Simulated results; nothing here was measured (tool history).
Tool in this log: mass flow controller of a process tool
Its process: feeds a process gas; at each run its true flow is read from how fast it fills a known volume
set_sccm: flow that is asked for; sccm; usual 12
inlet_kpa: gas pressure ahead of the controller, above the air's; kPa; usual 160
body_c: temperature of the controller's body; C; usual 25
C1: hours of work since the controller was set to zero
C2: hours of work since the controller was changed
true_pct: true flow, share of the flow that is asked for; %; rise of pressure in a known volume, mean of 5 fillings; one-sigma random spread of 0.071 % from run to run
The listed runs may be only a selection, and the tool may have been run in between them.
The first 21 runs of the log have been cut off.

{"run": 22, "hour": 4470.7, "set_sccm": 15, "inlet_kpa": 160, "body_c": 25, "C1": 259, "C2": 7180, "true_pct": 100.7}
{"run": 23, "hour": 4781.7, "set_sccm": 15, "inlet_kpa": 160, "body_c": 25, "C1": 504, "C2": 7426, "true_pct": 100.51}
{"run": 24, "hour": 4925.7, "set_sccm": 15, "inlet_kpa": 160, "body_c": 25, "C1": 618, "C2": 7540, "true_pct": 100.81}
{"run": 25, "hour": 5159.2, "set_sccm": 2, "inlet_kpa": 160, "body_c": 24, "C1": 802, "C2": 7724, "true_pct": 98.95}
{"run": 26, "hour": 5302.0, "set_sccm": 16, "inlet_kpa": 231, "body_c": 24, "C1": 915, "C2": 7837, "true_pct": 101.03}
{"run": 27, "hour": 5582.3, "set_sccm": 4, "inlet_kpa": 160, "body_c": 33, "C1": 1136, "C2": 8058, "true_pct": 98.9}
{"run": 28, "hour": 5782.6, "set_sccm": 14, "inlet_kpa": 247, "body_c": 27, "C1": 1294, "C2": 8216, "true_pct": 100.57}
{"run": 29, "hour": 5954.5, "set_sccm": 14, "inlet_kpa": 247, "body_c": 27, "C1": 1430, "C2": 8352, "true_pct": 100.57}
{"run": 30, "hour": 6160.5, "set_sccm": 14, "inlet_kpa": 247, "body_c": 27, "C1": 1593, "C2": 8514, "true_pct": 100.74}
{"run": 31, "hour": 6426.2, "set_sccm": 2, "inlet_kpa": 174, "body_c": 35, "C1": 1802, "C2": 8724, "true_pct": 96.42}
{"run": 32, "hour": 6733.3, "set_sccm": 2, "inlet_kpa": 174, "body_c": 35, "C1": 2045, "C2": 8967, "true_pct": 95.93}
{"run": 33, "hour": 7000.6, "set_sccm": 2, "inlet_kpa": 174, "body_c": 35, "C1": 2256, "C2": 9178, "true_pct": 95.57}
{"run": 34, "hour": 7147.4, "set_sccm": 2, "inlet_kpa": 174, "body_c": 35, "C1": 2372, "C2": 9294, "true_pct": 95.36}
{"run": 35, "hour": 7309.0, "set_sccm": 2, "inlet_kpa": 174, "body_c": 35, "C1": 2499, "C2": 9421, "true_pct": 95.01}
{"run": 36, "hour": 7595.8, "set_sccm": 18, "inlet_kpa": 213, "body_c": 36, "C1": 2726, "C2": 9648, "true_pct": 99.71}
{"run": 37, "hour": 7833.9, "set_sccm": 16, "inlet_kpa": 186, "body_c": 23, "C1": 2914, "C2": 9836, "true_pct": 100.51}
{"run": 38, "hour": 8010.2, "set_sccm": 12, "inlet_kpa": 207, "body_c": 25, "C1": 3053, "C2": 9975, "true_pct": 100.18}
{"run": 39, "hour": 8292.8, "set_sccm": 4, "inlet_kpa": 142, "body_c": 25, "C1": 3276, "C2": 10198, "true_pct": 97.41}
{"run": 40, "hour": 8570.8, "set_sccm": 4, "inlet_kpa": 142, "body_c": 25, "C1": 3496, "C2": 10417, "true_pct": 97.29}
{"run": 41, "hour": 8698.4, "set_sccm": 8, "inlet_kpa": 160, "body_c": 39, "C1": 3596, "C2": 10518, "true_pct": 98.25}
{"hour": 8829.7, "done": "controller exchanged for a calibrated one"}
{"run": 42, "hour": 8902.1, "set_sccm": 4, "inlet_kpa": 280, "body_c": 37, "C1": 57, "C2": 57, "true_pct": 99.27}
{"run": 43, "hour": 9215.7, "set_sccm": 12, "inlet_kpa": 185, "body_c": 21, "C1": 305, "C2": 305, "true_pct": 100.1}
{"run": 44, "hour": 9371.8, "set_sccm": 5, "inlet_kpa": 249, "body_c": 28, "C1": 428, "C2": 428, "true_pct": 99.6}
{"run": 45, "hour": 9545.1, "set_sccm": 12, "inlet_kpa": 167, "body_c": 23, "C1": 565, "C2": 565, "true_pct": 99.83}
{"run": 46, "hour": 9784.5, "set_sccm": 17, "inlet_kpa": 258, "body_c": 21, "C1": 754, "C2": 754, "true_pct": 100.55}

Branching from run 46: 4 alternative next runs. What would each branch give?
{"run": "A", "hour": 10061.6, "set_sccm": 12, "inlet_kpa": 180, "body_c": 27, "C1": 973, "C2": 973, "true_pct": "?"}
{"run": "B", "hour": 10061.6, "set_sccm": 12, "inlet_kpa": 162, "body_c": 25, "C1": 973, "C2": 973, "true_pct": "?"}
{"run": "C", "hour": 10061.6, "set_sccm": 17, "inlet_kpa": 179, "body_c": 35, "C1": 973, "C2": 973, "true_pct": "?"}
{"run": "D", "hour": 10061.6, "set_sccm": 16, "inlet_kpa": 160, "body_c": 22, "C1": 973, "C2": 973, "true_pct": "?"}

run=A true_pct=99.51
run=B true_pct=99.58
run=C true_pct=99.19
run=D true_pct=99.81
Take away the tool's hidden state, keep each run's random variation, and the runs would have read:
run=A true_pct=99.66
run=B true_pct=99.72
run=C true_pct=99.23
run=D true_pct=99.87
